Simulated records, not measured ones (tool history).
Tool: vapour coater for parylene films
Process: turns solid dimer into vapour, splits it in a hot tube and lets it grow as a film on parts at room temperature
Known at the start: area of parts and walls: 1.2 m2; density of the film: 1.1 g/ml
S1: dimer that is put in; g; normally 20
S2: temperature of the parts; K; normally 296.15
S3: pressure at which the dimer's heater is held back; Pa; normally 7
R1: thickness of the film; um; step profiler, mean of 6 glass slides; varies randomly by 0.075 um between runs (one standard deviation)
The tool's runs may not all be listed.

| run | hour | S1 | S2 | S3 | R1 |
|---|---|---|---|---|---|
| 1 | 0 | 20 | 296.15 | 7 | 11.02 |
| 2 | 19.1 | 20 | 296.15 | 7 | 10.99 |
| 3 | 34.8 | 20 | 296.15 | 7 | 10.95 |
| 4 | 44.5 | 20 | 296.15 | 7 | 11.01 |
| 5 | 52.5 | 20 | 296.15 | 7 | 11.04 |
| 6 | 70.5 | 20 | 296.15 | 7 | 10.82 |
| 7 | 79 | 20 | 296.15 | 7 | 10.83 |
| 8 | 86.9 | 20 | 296.15 | 7 | 10.82 |
| 9 | 103.2 | 20 | 296.15 | 5.24 | 11.35 |
| 10 | 112.9 | 20 | 296.15 | 5.24 | 11.24 |
| 11 | 129.3 | 20 | 296.15 | 3.11 | 12.13 |
| 12 | 143.7 | 20 | 296.15 | 3.11 | 12.16 |
| 13 | 161.8 | 20 | 296.15 | 3.11 | 11.98 |
| 14 | 170.6 | 20 | 296.15 | 3.11 | 11.96 |
| 15 | 178.7 | 20 | 296.15 | 3.11 | 11.94 |
| 16 | 187.1 | 20 | 296.15 | 3.11 | 11.94 |
| 17 | 197.5 | 20 | 296.15 | 3.11 | 11.9 |
| 18 | 216.3 | 20 | 296.15 | 3.11 | 12.12 |
| 19 | 226.4 | 20 | 296.15 | 3.11 | 11.93 |
| 20 | 244 | 20 | 296.15 | 3.11 | 11.92 |
| 21 | 261.7 | 15 | 296.15 | 5.13 | 8.26 |
| 22 | 272.8 | 13 | 294.15 | 11.5 | 6.73 |
| 23 | 291.1 | 13 | 294.15 | 11.5 | 6.75 |
|  | 305.9 | trap's valve overhauled |
| 24 | 310.6 | 13 | 289.15 | 10.25 | 8.1 |
| 25 | 318.3 | 17 | 302.15 | 2.51 | 9.69 |

Expected results for the next run?
| 26 | 326.3 | 20 | 288.15 | 11.97 | ? |

{"run 26": {"R1": 12.48}}
Without the tool's hidden state the same run would have given R1 12.63 um.

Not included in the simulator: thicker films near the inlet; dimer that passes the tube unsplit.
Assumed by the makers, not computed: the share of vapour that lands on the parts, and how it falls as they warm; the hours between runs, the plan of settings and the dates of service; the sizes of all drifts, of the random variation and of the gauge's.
